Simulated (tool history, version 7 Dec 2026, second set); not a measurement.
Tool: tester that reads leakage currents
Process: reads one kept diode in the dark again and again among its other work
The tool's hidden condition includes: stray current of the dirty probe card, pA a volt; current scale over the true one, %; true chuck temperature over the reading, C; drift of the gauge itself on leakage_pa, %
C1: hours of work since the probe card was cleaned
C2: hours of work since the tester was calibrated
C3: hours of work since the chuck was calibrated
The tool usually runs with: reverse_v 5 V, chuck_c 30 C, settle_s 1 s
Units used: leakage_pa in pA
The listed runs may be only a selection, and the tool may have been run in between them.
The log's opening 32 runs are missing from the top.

Run 33, day 41.358: usual settings but reverse_v 2.24 V, chuck_c 38 C, settle_s 1.27 s; C1 719; C2 1447; C3 246. Result: leakage_pa 443.5 pA.
Run 34, day 42.808: usual settings but settle_s 0.49 s; C1 739; C2 1468; C3 267. Result: leakage_pa 302.14 pA.
Run 35, day 44.338: usual settings but chuck_c 32 C, settle_s 1.01 s; C1 761; C2 1489; C3 288. Result: leakage_pa 357.91 pA.
Run 36, day 46.025: usual settings but reverse_v 1.76 V, chuck_c 59 C, settle_s 5.6 s; C1 785; C2 1513; C3 312. Result: leakage_pa 1895.1 pA.
Run 37, day 47.788: usual settings but reverse_v 1.76 V, chuck_c 37 C, settle_s 0.89 s; C1 810; C2 1538; C3 337. Result: leakage_pa 380.56 pA.
Run 38, day 49.275: usual settings but reverse_v 5.04 V, chuck_c 45 C, settle_s 1.05 s; C1 831; C2 1559; C3 358. Result: leakage_pa 977.92 pA.
Run 39, day 51.162: usual settings but reverse_v 2.48 V, chuck_c 38 C, settle_s 1.97 s; C1 857; C2 1586; C3 384. Result: leakage_pa 460.84 pA.
Run 40, day 52.742: usual settings but reverse_v 7.24 V, chuck_c 41 C, settle_s 0.99 s; C1 879; C2 1608; C3 407. Result: leakage_pa 816.75 pA.

What if the next run were any one of these 4? Each begins from the tool's condition after run 40:
Run A, day 54.408: usual settings but reverse_v 7.24 V, chuck_c 22 C, settle_s 7.73 s; C1 903; C2 1631; C3 430. Result: leakage_pa ?.
Run B, day 54.408: usual settings but reverse_v 7.24 V, chuck_c 36 C, settle_s 0.99 s; C1 903; C2 1631; C3 430. Result: leakage_pa ?.
Run C, day 54.408: usual settings but reverse_v 7.24 V, chuck_c 41 C, settle_s 0.35 s; C1 903; C2 1631; C3 430. Result: leakage_pa ?.
Run D, day 54.408: usual settings but reverse_v 10.99 V, chuck_c 38 C, settle_s 0.99 s; C1 903; C2 1631; C3 430. Result: leakage_pa ?.

run  leakage_pa
  A      175.58
  B      552.28
  C      811.31
  D      739.03
The same runs, with their run-to-run variation unchanged, on a tool lacking any hidden condition would have given:
run  leakage_pa
  A      170.28
  B      538.21
  C      791.34
  D       720.1
